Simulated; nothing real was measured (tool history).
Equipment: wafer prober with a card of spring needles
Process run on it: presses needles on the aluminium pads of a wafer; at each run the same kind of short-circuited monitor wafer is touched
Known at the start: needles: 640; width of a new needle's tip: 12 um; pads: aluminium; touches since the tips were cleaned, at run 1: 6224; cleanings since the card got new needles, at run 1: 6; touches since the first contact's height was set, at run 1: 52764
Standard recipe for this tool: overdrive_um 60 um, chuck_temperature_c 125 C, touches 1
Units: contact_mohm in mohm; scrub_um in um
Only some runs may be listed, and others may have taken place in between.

run,day,overdrive_um,chuck_temperature_c,touches,touches since the tips were cleaned,cleanings since the card got new needles,touches since the first contact's height was set,contact_mohm,scrub_um
1,0.000,60,125,1,6224,6,52764,294,7.66
# day 0.046: tips cleaned on abrasive film
2,0.362,60,125,1,3572,7,56798,295,7.76
# day 0.667: tips cleaned on abrasive film
3,0.708,60,125,2,471,8,60628,293,7.71
4,1.096,60,125,2,4780,8,64937,292,7.67
# day 1.304: tips cleaned on abrasive film
5,1.383,60,65,1,906,9,68133,276,7.66
6,1.604,60,65,1,3395,9,70622,277,7.66
7,1.888,49,65,1,6558,9,73785,275,6.25
# day 1.933: tips cleaned on abrasive film
8,2.079,49,65,1,1638,10,75891,274,6.29
9,2.338,49,65,1,4536,10,78789,276,6.25
# day 2.562: tips cleaned on abrasive film
10,2.617,60,25,1,604,11,81861,265,7.64
11,2.862,60,25,1,3377,11,84634,267,7.67
# day 3.167: tips cleaned on abrasive film
12,3.238,60,25,1,784,12,88767,267,7.71
13,3.617,60,25,1,5052,12,93035,266,7.73
# day 3.767: tips cleaned on abrasive film
14,3.871,60,125,1,1160,13,95825,294,7.68
15,4.262,60,125,1,5579,13,100244,292,7.66
# day 4.362: tips cleaned on abrasive film
16,4.725,60,125,1,4040,14,105345,294,7.69
# day 4.962: tips cleaned on abrasive film
17,5.029,60,125,1,723,15,108723,301,7.68
18,5.392,60,125,1,4772,15,112772,295,7.70
# day 5.592: tips cleaned on abrasive film
19,5.738,74,67,1,1626,16,116628,272,9.39
20,6.088,74,67,1,5525,16,120527,277,9.44
# day 6.204: tips cleaned on abrasive film
21,6.362,60,46,1,1788,17,123609,275,7.60
22,6.754,59,31,3,6160,17,127981,263,7.57
# day 6.817: tips cleaned on abrasive film
23,6.946,56,99,2,1416,18,130066,290,7.13
24,7.200,56,99,2,4274,18,132924,284,7.15
25,7.396,60,79,1,6479,18,135129,278,7.68
# day 7.421: tips cleaned on abrasive film
26,7.654,60,79,1,2614,19,137955,282,7.63
27,8.008,60,65,2,6615,19,141956,274,7.67
# day 8.046: tips cleaned on abrasive film
28,8.200,46,85,1,1764,20,144069,282,5.83
# day 8.650: tips cleaned on abrasive film
29,8.650,47,26,2,0,21,149055,265,6.02
30,9.083,57,60,2,4862,21,153917,275,7.33
# day 9.254: tips cleaned on abrasive film
31,9.512,57,60,2,2910,22,158670,277,7.30
32,9.717,71,34,2,5190,22,160950,265,9.06
# day 9.867: tips cleaned on abrasive film
33,10.012,60,125,3,1620,23,164218,294,7.71
34,10.400,72,31,1,5973,23,168571,263,9.24

Below are 3 alternative next runs, each starting from the tool's condition after run 34. Predict each:
# day 10.479: tips cleaned on abrasive film
A,10.746,46,125,1,3000,24,172393,?,?
# day 10.479: tips cleaned on abrasive film
B,10.746,72,31,1,3000,24,172393,?,?
# day 10.479: tips cleaned on abrasive film
C,10.746,73,72,2,3000,24,172393,?,?

run,contact_mohm,scrub_um
A,295,5.85
B,267,9.22
C,274,9.31
With no hidden state in the tool, these same runs would have given:
run,contact_mohm,scrub_um
A,294,5.85
B,266,9.23
C,274,9.32
